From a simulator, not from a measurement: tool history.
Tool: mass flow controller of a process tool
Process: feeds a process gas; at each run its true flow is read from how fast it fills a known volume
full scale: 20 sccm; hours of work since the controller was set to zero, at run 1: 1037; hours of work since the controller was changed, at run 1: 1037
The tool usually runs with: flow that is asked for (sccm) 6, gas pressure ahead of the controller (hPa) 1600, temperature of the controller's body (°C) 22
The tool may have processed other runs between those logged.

| run | hour | flow that is asked for (sccm) | gas pressure ahead of the controller (hPa) | temperature of the controller's body (°C) | hours of work since the controller was set to zero | hours of work since the controller was changed | true flow (%) |
|---|---|---|---|---|---|---|---|
| 1 | 0 | 6 | 1600 | 22 | 1037 | 1037 | 97.88 |
| 2 | 107.5 | 6 | 1600 | 22 | 1096 | 1096 | 97.87 |
| 3 | 167.5 | 6 | 1600 | 22 | 1130 | 1130 | 97.95 |
| 4 | 308.9 | 6 | 1600 | 22 | 1208 | 1208 | 97.68 |
| 5 | 411 | 6 | 1600 | 22 | 1264 | 1264 | 97.85 |
| 6 | 554.4 | 6 | 1600 | 22 | 1343 | 1343 | 97.71 |
| 7 | 668.8 | 6 | 1600 | 22 | 1406 | 1406 | 97.82 |
| 8 | 775.5 | 6 | 1600 | 22 | 1465 | 1465 | 97.62 |
| 9 | 843.3 | 6 | 1730 | 22 | 1502 | 1502 | 97.61 |
| 10 | 968.7 | 6 | 2480 | 22 | 1572 | 1572 | 97.86 |
| 11 | 1085.9 | 6 | 2480 | 22 | 1636 | 1636 | 97.74 |
| 12 | 1226.9 | 6 | 1600 | 38 | 1714 | 1714 | 97.03 |
| 13 | 1339 | 6 | 1600 | 38 | 1776 | 1776 | 96.96 |
| 14 | 1413 | 11 | 1600 | 38 | 1817 | 1817 | 97.65 |
| 15 | 1493.7 | 6 | 1600 | 22 | 1861 | 1861 | 97.17 |
| 16 | 1592 | 6 | 2480 | 22 | 1916 | 1916 | 97.46 |
| 17 | 1677.6 | 6 | 2480 | 22 | 1963 | 1963 | 97.44 |
| 18 | 1816.8 | 6 | 2480 | 22 | 2040 | 2040 | 97.38 |
| 19 | 1936.7 | 19 | 2480 | 22 | 2106 | 2106 | 98.95 |
| 20 | 2076 | 19 | 2480 | 22 | 2183 | 2183 | 98.8 |
| 21 | 2213.7 | 19 | 2480 | 26 | 2259 | 2259 | 98.72 |
| 22 | 2306.9 | 19 | 2480 | 26 | 2310 | 2310 | 98.57 |
| 23 | 2408.5 | 19 | 2480 | 26 | 2366 | 2366 | 98.56 |
| 24 | 2467.7 | 6 | 1600 | 22 | 2399 | 2399 | 96.7 |
| 25 | 2600.7 | 6 | 1600 | 36 | 2472 | 2472 | 96.3 |
| 26 | 2714.6 | 6 | 1600 | 36 | 2535 | 2535 | 96.31 |
| 27 | 2803.3 | 13 | 2280 | 37 | 2584 | 2584 | 97.64 |
| 28 | 2922.2 | 14 | 2020 | 37 | 2650 | 2650 | 97.67 |
| 29 | 2984.5 | 5 | 1600 | 24 | 2684 | 2684 | 96.17 |
| 30 | 3088.2 | 2 | 1480 | 22 | 2741 | 2741 | 93.18 |
| 31 | 3167.6 | 2 | 1480 | 22 | 2785 | 2785 | 93.19 |
|  | 3178.6 | controller's zero set anew |
| 32 | 3303.2 | 2 | 1480 | 30 | 69 | 2860 | 91.77 |
| 33 | 3374.7 | 5 | 2260 | 37 | 108 | 2899 | 95.46 |
| 34 | 3503.8 | 9 | 2070 | 24 | 179 | 2970 | 96.95 |
| 35 | 3643.8 | 6 | 2070 | 39 | 257 | 3047 | 95.59 |
| 36 | 3717.1 | 6 | 1900 | 35 | 297 | 3088 | 95.65 |
| 37 | 3834.3 | 5 | 2770 | 25 | 362 | 3153 | 95.58 |
|  | 3872.5 | controller's zero set anew, once more |
| 38 | 3959.1 | 6 | 2570 | 26 | 48 | 3221 | 98.11 |
| 39 | 4058.9 | 6 | 2570 | 26 | 103 | 3276 | 97.93 |
| 40 | 4126.6 | 6 | 2570 | 26 | 140 | 3314 | 97.86 |
| 41 | 4239.3 | 6 | 2600 | 22 | 202 | 3376 | 97.91 |
| 42 | 4308 | 6 | 2600 | 22 | 240 | 3414 | 97.89 |
| 43 | 4389.2 | 6 | 2020 | 33 | 285 | 3459 | 97.43 |
| 44 | 4502.4 | 14 | 2600 | 22 | 348 | 3521 | 98.35 |
| 45 | 4640.8 | 14 | 2600 | 22 | 424 | 3597 | 98.4 |
| 46 | 4700.5 | 16 | 1890 | 22 | 457 | 3630 | 98.25 |
| 47 | 4834.1 | 7 | 1890 | 33 | 531 | 3704 | 97.38 |

Below are 5 alternative next runs, each starting from the tool's condition after run 47. Predict each:
| A | 4904.2 | 18 | 1920 | 38 | 569 | 3743 | ? |
| B | 4904.2 | 7 | 1600 | 25 | 569 | 3743 | ? |
| C | 4904.2 | 2 | 2170 | 22 | 569 | 3743 | ? |
| D | 4904.2 | 8 | 1760 | 35 | 569 | 3743 | ? |
| E | 4904.2 | 10 | 1600 | 22 | 569 | 3743 | ? |

| run | true flow (%) |
|---|---|
| A | 97.88 |
| B | 97.37 |
| C | 96.59 |
| D | 97.29 |
| E | 97.82 |
What these runs would have given with no unlogged condition in the tool:
| run | true flow (%) |
|---|---|
| A | 99.49 |
| B | 99.16 |
| C | 99.1 |
| D | 99.05 |
| E | 99.53 |
